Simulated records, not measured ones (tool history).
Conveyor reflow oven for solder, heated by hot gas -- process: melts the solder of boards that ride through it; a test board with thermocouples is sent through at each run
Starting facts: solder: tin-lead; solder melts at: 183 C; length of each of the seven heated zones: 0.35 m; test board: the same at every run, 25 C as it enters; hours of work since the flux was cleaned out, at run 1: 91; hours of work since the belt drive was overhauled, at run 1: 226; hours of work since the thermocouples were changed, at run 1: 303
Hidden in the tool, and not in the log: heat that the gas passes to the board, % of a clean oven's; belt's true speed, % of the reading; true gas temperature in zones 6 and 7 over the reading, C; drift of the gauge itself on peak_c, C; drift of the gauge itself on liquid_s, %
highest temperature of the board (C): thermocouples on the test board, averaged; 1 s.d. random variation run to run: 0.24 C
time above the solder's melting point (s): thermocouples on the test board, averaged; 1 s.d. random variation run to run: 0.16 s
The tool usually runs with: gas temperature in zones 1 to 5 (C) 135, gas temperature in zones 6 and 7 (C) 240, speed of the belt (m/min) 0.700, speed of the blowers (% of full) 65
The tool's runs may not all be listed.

run	hour	gas temperature in zones 1 to 5 (C)	gas temperature in zones 6 and 7 (C)	speed of the belt (m/min)	speed of the blowers (% of full)	hours of work since the flux was cleaned out	hours of work since the belt drive was overhauled	hours of work since the thermocouples were changed	highest temperature of the board (C)	time above the solder's melting point (s)
1	0.0	135	240	0.700	65	91	226	303	220.8	46.1
2	52.1	135	240	0.700	65	118	253	330	220.9	46.1
3	125.6	141	240	0.700	65	155	291	367	221.4	48.3
4	196.1	141	240	0.700	65	191	327	403	221.7	47.8
5	258.0	135	240	0.705	65	223	358	435	220.2	45.5
6	341.2	135	240	0.700	65	266	401	478	220.4	45.8
7	403.8	135	240	0.700	65	298	433	510	220.2	45.6
# hour 461.8: flux residue cleaned out of gas plates and filters
8	479.7	135	240	0.700	65	9	469	546	222.8	47.2
9	552.5	135	240	0.700	65	46	507	583	222.7	47.6
# hour 573.4: thermocouples of zones 6 and 7 changed
10	623.9	135	240	0.700	65	82	542	26	220.9	46.7
11	701.6	135	240	0.700	65	122	582	66	220.3	46.4
12	754.8	135	240	0.700	65	149	609	93	220.5	46.4
13	828.3	135	240	0.810	65	187	647	130	214.1	36.0
14	887.3	135	240	0.810	65	217	677	161	214.0	36.0
15	970.6	135	240	0.810	65	259	720	203	214.1	35.9
16	1059.2	135	240	0.647	65	305	765	249	221.8	51.7
# hour 1104.7: flux residue cleaned out of gas plates and filters
17	1112.2	148	229	0.737	51	4	789	273	210.4	41.3
18	1148.6	148	229	0.737	51	22	808	292	210.5	41.0
19	1198.7	135	252	0.700	65	48	834	317	232.7	53.1
20	1274.8	135	252	0.700	65	87	873	356	233.0	53.3
21	1341.8	130	240	0.700	65	121	907	391	221.6	46.3
# hour 1395.6: belt drive overhauled, speed set with a stopwatch
22	1397.5	130	240	0.700	65	148	1	417	220.3	44.2
23	1436.8	130	244	0.756	65	168	21	437	220.3	40.4
24	1498.0	139	240	0.682	65	199	52	469	222.8	49.7
25	1584.7	139	240	0.682	65	244	97	513	222.1	49.3
26	1628.4	139	240	0.682	65	266	119	535	222.5	49.1
27	1707.0	126	253	0.700	65	306	159	576	229.6	48.5
# hour 1739.5: thermocouples of zones 6 and 7 changed
# hour 1749.1: flux residue cleaned out of gas plates and filters
28	1788.5	126	253	0.700	65	20	198	23	230.9	49.0
29	1860.7	135	240	0.750	75	57	234	59	220.4	42.7
30	1902.0	135	240	0.750	75	78	256	81	220.5	42.8

Table of differences, measured result less the result of that run with no hidden state. Run-to-run variation is the same in both. Gauge scatter possibly is not:
run	highest temperature of the board (C)	time above the solder's melting point (s)
1	-0.1	+0.2
2	-0.2	+0.1
3	-0.4	+0.1
4	-0.6	+0.0
5	-0.7	-0.2
6	-0.9	-0.2
7	-1.1	-0.3
8	+1.5	+1.4
9	+1.3	+1.4
10	-0.4	+0.4
11	-0.6	+0.4
12	-0.7	+0.3
13	-1.2	-0.2
14	-1.4	-0.3
15	-1.6	-0.5
16	-1.3	+0.2
17	+1.6	+2.3
18	+1.6	+2.3
19	+1.6	+2.0
20	+1.4	+2.0
21	+1.2	+1.9
22	+0.0	-0.2
23	-0.3	-0.3
24	+0.0	-0.2
25	-0.3	-0.2
26	-0.3	-0.2
27	-1.1	-0.4
28	-0.1	+0.2
29	-0.4	+0.0
30	-0.4	+0.0
